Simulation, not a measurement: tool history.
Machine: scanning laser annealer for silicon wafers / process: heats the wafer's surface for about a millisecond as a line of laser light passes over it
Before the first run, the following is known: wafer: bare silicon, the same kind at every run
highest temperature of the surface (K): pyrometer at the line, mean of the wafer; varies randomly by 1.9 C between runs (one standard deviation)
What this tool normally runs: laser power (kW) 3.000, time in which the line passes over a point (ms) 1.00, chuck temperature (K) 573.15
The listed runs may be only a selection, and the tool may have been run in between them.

run	day	laser power (kW)	time in which the line passes over a point (ms)	chuck temperature (K)	highest temperature of the surface (K)
1	0.000	3.000	1.00	573.15	1359.15
2	0.812	3.000	1.00	573.15	1356.15
3	1.979	3.000	1.00	573.15	1357.15
4	2.825	3.000	1.00	573.15	1357.15
5	3.367	2.558	1.00	573.15	1222.15
6	3.950	3.122	1.00	573.15	1394.15
7	4.579	3.000	1.00	573.15	1356.15
8	5.183	2.929	1.00	573.15	1334.15
9	5.942	3.000	1.00	573.15	1354.15
10	6.692	3.000	1.00	573.15	1355.15
11	7.733	3.000	1.00	573.15	1352.15
12	8.946	3.000	1.00	573.15	1351.15
13	9.821	3.000	1.00	573.15	1352.15
14	10.588	3.000	1.00	567.15	1346.15
15	11.338	3.000	1.00	567.15	1342.15
16	12.288	3.000	1.00	548.15	1324.15
17	12.950	3.000	1.00	542.15	1318.15
18	14.138	3.000	1.00	542.15	1317.15
19	14.692	3.000	1.12	573.15	1387.15
# day 14.896: laser's power meter calibrated
20	16.050	3.000	1.00	573.15	1347.15
21	16.700	2.721	1.18	590.15	1330.15
22	17.771	2.721	1.18	590.15	1331.15
# day 18.196: laser's power meter calibrated, once more
23	18.883	3.299	0.82	577.15	1359.15
24	19.746	2.627	1.09	573.15	1253.15
25	20.600	2.890	1.21	573.15	1372.15
26	21.238	3.258	0.86	573.15	1362.15
27	22.442	2.992	1.05	573.15	1349.15
28	23.021	2.992	1.05	573.15	1350.15
29	23.650	3.118	1.11	589.15	1424.15
30	24.354	3.118	1.11	589.15	1430.15
31	25.583	3.282	0.76	564.15	1308.15
32	26.329	3.282	0.76	564.15	1310.15
33	26.846	3.282	0.76	564.15	1315.15
34	27.642	3.000	1.13	571.15	1374.15
35	28.838	2.714	0.82	595.15	1214.15
36	30.117	3.000	0.72	611.15	1264.15
37	31.162	2.667	0.74	558.15	1132.15
38	32.354	3.000	1.00	568.15	1323.15
39	33.296	2.732	0.71	577.15	1156.15
40	34.496	3.000	1.00	602.15	1354.15

Here are 5 independent what-if runs from the current tool condition. What would each one return?
A	35.117	3.180	0.75	602.15	?
B	35.117	2.575	0.94	608.15	?
C	35.117	3.082	0.83	613.15	?
D	35.117	2.990	1.07	603.15	?
E	35.117	3.000	1.00	555.15	?

run	highest temperature of the surface (K)
A	1316.15
B	1219.15
C	1327.15
D	1377.15
E	1310.15
The same runs, with their run-to-run variation unchanged, on a tool lacking any hidden condition would have given:
run	highest temperature of the surface (K)
A	1365.15
B	1261.15
C	1376.15
D	1430.15
E	1361.15
